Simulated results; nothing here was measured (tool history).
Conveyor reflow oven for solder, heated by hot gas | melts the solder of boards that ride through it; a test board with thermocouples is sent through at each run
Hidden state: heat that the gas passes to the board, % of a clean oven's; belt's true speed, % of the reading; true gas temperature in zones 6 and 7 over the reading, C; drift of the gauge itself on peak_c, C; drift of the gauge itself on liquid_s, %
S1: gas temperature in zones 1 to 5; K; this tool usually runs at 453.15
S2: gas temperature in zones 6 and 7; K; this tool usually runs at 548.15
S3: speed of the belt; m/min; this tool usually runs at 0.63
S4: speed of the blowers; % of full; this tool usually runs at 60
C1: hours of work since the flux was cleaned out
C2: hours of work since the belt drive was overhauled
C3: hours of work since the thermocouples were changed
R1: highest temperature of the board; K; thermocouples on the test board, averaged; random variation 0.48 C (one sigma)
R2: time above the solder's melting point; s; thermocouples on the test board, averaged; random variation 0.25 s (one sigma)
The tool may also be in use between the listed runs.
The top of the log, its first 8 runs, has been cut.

Run 9, day 3.938: usual settings; C1 81; C2 395; C3 595. Result: R1 530.95 K, R2 62.1 s.
Run 10, day 4.442: usual settings; C1 89; C2 404; C3 603. Result: R1 530.65 K, R2 62.6 s.
Run 11, day 4.842: usual settings; C1 96; C2 410; C3 610. Result: R1 529.45 K, R2 61.9 s.
Run 12, day 5.504: usual settings; C1 107; C2 422; C3 621. Result: R1 530.95 K, R2 62.1 s.
Run 13, day 6.062: usual settings; C1 117; C2 431; C3 631. Result: R1 530.15 K, R2 62.1 s.
Run 14, day 6.525: usual settings; C1 124; C2 439; C3 638. Result: R1 530.75 K, R2 62.1 s.
Run 15, day 7.129: usual settings; C1 135; C2 449; C3 649. Result: R1 529.95 K, R2 62.1 s.
Run 16, day 7.817: usual settings; C1 146; C2 461; C3 660. Result: R1 530.45 K, R2 61.9 s.
Run 17, day 8.25: usual settings but S1 460.15 K; C1 154; C2 468; C3 667. Result: R1 532.75 K, R2 65.9 s.
Run 18, day 8.558: usual settings but S1 460.15 K; C1 159; C2 473; C3 673. Result: R1 531.25 K, R2 65.8 s.
Run 19, day 8.875: usual settings but S1 460.15 K; C1 164; C2 479; C3 678. Result: R1 532.35 K, R2 65.9 s.
Run 20, day 9.188: usual settings but S1 452.15 K; C1 169; C2 484; C3 683. Result: R1 530.55 K, R2 61.6 s.
At day 9.854: flux residue cleaned out of gas plates and filters.
Run 21, day 9.967: usual settings but S1 461.15 K, S3 0.533 m/min, S4 83 % of full; C1 2; C2 493; C3 693. Result: R1 540.65 K, R2 83.6 s.
Run 22, day 10.317: usual settings but S1 447.15 K, S2 563.15 K, S3 0.62 m/min; C1 8; C2 499; C3 699. Result: R1 542.65 K, R2 68.1 s.
Run 23, day 10.938: usual settings but S1 465.15 K, S2 553.15 K, S3 0.561 m/min, S4 52 % of full; C1 18; C2 510; C3 709. Result: R1 538.95 K, R2 80.6 s.
Run 24, day 11.438: usual settings but S1 465.15 K, S2 553.15 K, S3 0.561 m/min, S4 52 % of full; C1 27; C2 518; C3 718. Result: R1 538.55 K, R2 81 s.
Run 25, day 11.967: usual settings but S2 563.15 K, S3 0.584 m/min, S4 67 % of full; C1 36; C2 527; C3 727. Result: R1 548.65 K, R2 76.4 s.
Run 26, day 12.65: usual settings but S1 441.15 K, S2 550.15 K, S3 0.552 m/min, S4 56 % of full; C1 47; C2 539; C3 738. Result: R1 533.35 K, R2 69.3 s.
Run 27, day 13.238: usual settings but S1 441.15 K, S2 550.15 K, S3 0.552 m/min, S4 56 % of full; C1 57; C2 549; C3 748. Result: R1 534.05 K, R2 69 s.
Run 28, day 13.842: usual settings but S4 89 % of full; C1 67; C2 559; C3 758. Result: R1 535.95 K, R2 66.1 s.
Run 29, day 14.546: usual settings but S2 556.15 K, S4 52 % of full; C1 79; C2 571; C3 770. Result: R1 535.15 K, R2 64.8 s.
Run 30, day 14.888: usual settings but S3 0.589 m/min; C1 85; C2 576; C3 776. Result: R1 532.45 K, R2 68.5 s.
Run 31, day 15.279: usual settings but S3 0.589 m/min; C1 92; C2 583; C3 783. Result: R1 532.95 K, R2 68.2 s.

Predict each of these 3 candidate next runs independently; none follows another, all start after run 31:
Run A, day 15.775: usual settings but S1 445.15 K, S3 0.589 m/min; C1 100; C2 591; C3 791. Result: R1 ?, R2 ?.
Run B, day 15.775: usual settings but S1 440.15 K, S3 0.612 m/min, S4 68 % of full; C1 100; C2 591; C3 791. Result: R1 ?, R2 ?.
Run C, day 15.775: usual settings but S2 562.15 K, S3 0.524 m/min; C1 100; C2 591; C3 791. Result: R1 ?, R2 ?.

run      R1    R2
  A  530.95  64.5
  B  530.55  60.7
  C  548.95    86
Without the tool's hidden state the same runs would have given:
run      R1    R2
  A  531.25  64.6
  B  530.85  60.8
  C  549.35  86.1
